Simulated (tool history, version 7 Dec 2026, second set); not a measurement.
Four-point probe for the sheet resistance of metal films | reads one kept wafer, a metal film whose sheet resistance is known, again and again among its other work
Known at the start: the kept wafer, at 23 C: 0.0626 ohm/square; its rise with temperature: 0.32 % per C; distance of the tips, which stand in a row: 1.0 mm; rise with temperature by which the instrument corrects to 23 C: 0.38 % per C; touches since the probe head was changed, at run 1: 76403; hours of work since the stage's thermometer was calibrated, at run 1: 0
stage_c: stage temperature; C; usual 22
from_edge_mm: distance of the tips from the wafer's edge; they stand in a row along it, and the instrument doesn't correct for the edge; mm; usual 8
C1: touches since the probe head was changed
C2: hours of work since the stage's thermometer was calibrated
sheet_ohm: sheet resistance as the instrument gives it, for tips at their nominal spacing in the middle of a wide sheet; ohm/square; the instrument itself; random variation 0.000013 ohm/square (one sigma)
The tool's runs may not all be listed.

run 1 day=0.000 | stage_c=22 from_edge_mm=8 | C1=76403 C2=0 | sheet_ohm=0.063131
run 2 day=2.717 | stage_c=34 from_edge_mm=8 | C1=78718 C2=50 | sheet_ohm=0.062713
run 3 day=5.088 | stage_c=34 from_edge_mm=8 | C1=80737 C2=93 | sheet_ohm=0.062722
run 4 day=7.450 | stage_c=34 from_edge_mm=8 | C1=82749 C2=137 | sheet_ohm=0.062714
run 5 day=11.812 | stage_c=22 from_edge_mm=53 | C1=86464 C2=216 | sheet_ohm=0.062654
run 6 day=14.317 | stage_c=22 from_edge_mm=53 | C1=88597 C2=262 | sheet_ohm=0.062632
run 7 day=17.829 | stage_c=27 from_edge_mm=8 | C1=91588 C2=327 | sheet_ohm=0.062946
-- day=18.175 new probe head fitted
run 8 day=23.108 | stage_c=27 from_edge_mm=8 | C1=4202 C2=423 | sheet_ohm=0.062959
run 9 day=27.738 | stage_c=27 from_edge_mm=12 | C1=8146 C2=508 | sheet_ohm=0.062691
run 10 day=33.279 | stage_c=27 from_edge_mm=12 | C1=12869 C2=609 | sheet_ohm=0.062679
run 11 day=38.704 | stage_c=28 from_edge_mm=12 | C1=17489 C2=709 | sheet_ohm=0.062646
run 12 day=44.104 | stage_c=28 from_edge_mm=12 | C1=22089 C2=807 | sheet_ohm=0.062647
run 13 day=49.721 | stage_c=28 from_edge_mm=12 | C1=26873 C2=910 | sheet_ohm=0.062661
run 14 day=54.717 | stage_c=28 from_edge_mm=12 | C1=31127 C2=1002 | sheet_ohm=0.062658
run 15 day=58.579 | stage_c=22 from_edge_mm=73 | C1=34416 C2=1073 | sheet_ohm=0.062622
run 16 day=62.054 | stage_c=22 from_edge_mm=73 | C1=37377 C2=1136 | sheet_ohm=0.062621
run 17 day=66.646 | stage_c=22 from_edge_mm=73 | C1=41287 C2=1221 | sheet_ohm=0.062641
run 18 day=70.967 | stage_c=22 from_edge_mm=73 | C1=44969 C2=1300 | sheet_ohm=0.062653
run 19 day=74.462 | stage_c=22 from_edge_mm=73 | C1=47945 C2=1364 | sheet_ohm=0.062656
run 20 day=77.583 | stage_c=22 from_edge_mm=73 | C1=50606 C2=1421 | sheet_ohm=0.062648
run 21 day=81.571 | stage_c=18 from_edge_mm=8 | C1=54003 C2=1494 | sheet_ohm=0.063336
run 22 day=86.800 | stage_c=18 from_edge_mm=8 | C1=58454 C2=1590 | sheet_ohm=0.063322
run 23 day=91.062 | stage_c=18 from_edge_mm=8 | C1=62085 C2=1668 | sheet_ohm=0.063296
run 24 day=93.321 | stage_c=25 from_edge_mm=29 | C1=64011 C2=1709 | sheet_ohm=0.062550
run 25 day=98.204 | stage_c=27 from_edge_mm=25 | C1=68169 C2=1799 | sheet_ohm=0.062507
run 26 day=103.358 | stage_c=33 from_edge_mm=26 | C1=72560 C2=1893 | sheet_ohm=0.062263

Forecast run 27:
run 27 day=107.142 | stage_c=28 from_edge_mm=10 | C1=75781 C2=1963 | sheet_ohm=?

Run 27 gave sheet_ohm 0.062751 ohm/square.
Without the tool's hidden state the same run would have given sheet_ohm 0.062758 ohm/square.

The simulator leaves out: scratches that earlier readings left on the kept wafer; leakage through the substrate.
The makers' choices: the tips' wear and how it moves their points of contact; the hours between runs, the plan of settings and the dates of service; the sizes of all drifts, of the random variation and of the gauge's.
